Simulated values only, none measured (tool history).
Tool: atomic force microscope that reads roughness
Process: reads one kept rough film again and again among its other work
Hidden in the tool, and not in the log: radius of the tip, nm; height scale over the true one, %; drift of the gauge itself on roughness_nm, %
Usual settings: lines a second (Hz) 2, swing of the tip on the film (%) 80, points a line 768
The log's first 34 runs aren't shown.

run,hour,lines a second (Hz),swing of the tip on the film (%),points a line,pictures with this tip,hours of work since the height scale was calibrated,roughness of the kept film (nm (root mean square))
35,966,2,63,486,265,1141,2.7
36,993.7,2,63,486,313,1159,2.651
# hour 997.3: new tip fitted
# hour 998.3: height scale calibrated on a step standard
37,1025.7,0.7,63,329,47,18,3.043
38,1050.6,0.7,63,329,91,34,2.988
# hour 1075.2: height scale calibrated on a step standard, once more
39,1075.2,0.58,73,275,132,0,2.946
40,1113.3,0.58,73,275,199,25,2.874
41,1142.6,3.29,80,688,250,44,2.287
# hour 1181.1: new tip fitted
42,1185.1,3.29,80,688,7,72,2.494
43,1222.2,3.29,80,688,71,96,2.442
44,1262.4,3.29,75,309,142,122,2.466
45,1302.3,0.64,80,763,212,149,2.801
46,1335.5,0.64,80,763,269,170,2.731
# hour 1361.6: new tip fitted
47,1366.8,2,77,768,9,190,2.787
48,1399.1,2,66,768,66,212,2.913
49,1418,2,60,522,99,224,2.906
50,1447.2,0.58,60,751,150,243,2.995
51,1486.6,0.58,60,751,219,269,2.884

Forecast each of these 5 alternatives for the next run:
A,1512.7,0.52,76,693,264,286,?
B,1512.7,3.41,60,520,264,286,?
C,1512.7,1.31,85,768,264,286,?
D,1512.7,0.97,80,415,264,286,?
E,1512.7,2.34,86,751,264,286,?

run,roughness of the kept film (nm (root mean square))
A,2.784
B,2.645
C,2.539
D,2.668
E,2.283
Without the tool's hidden state the same runs would have given:
run,roughness of the kept film (nm (root mean square))
A,3.087
B,2.933
C,2.816
D,2.959
E,2.532
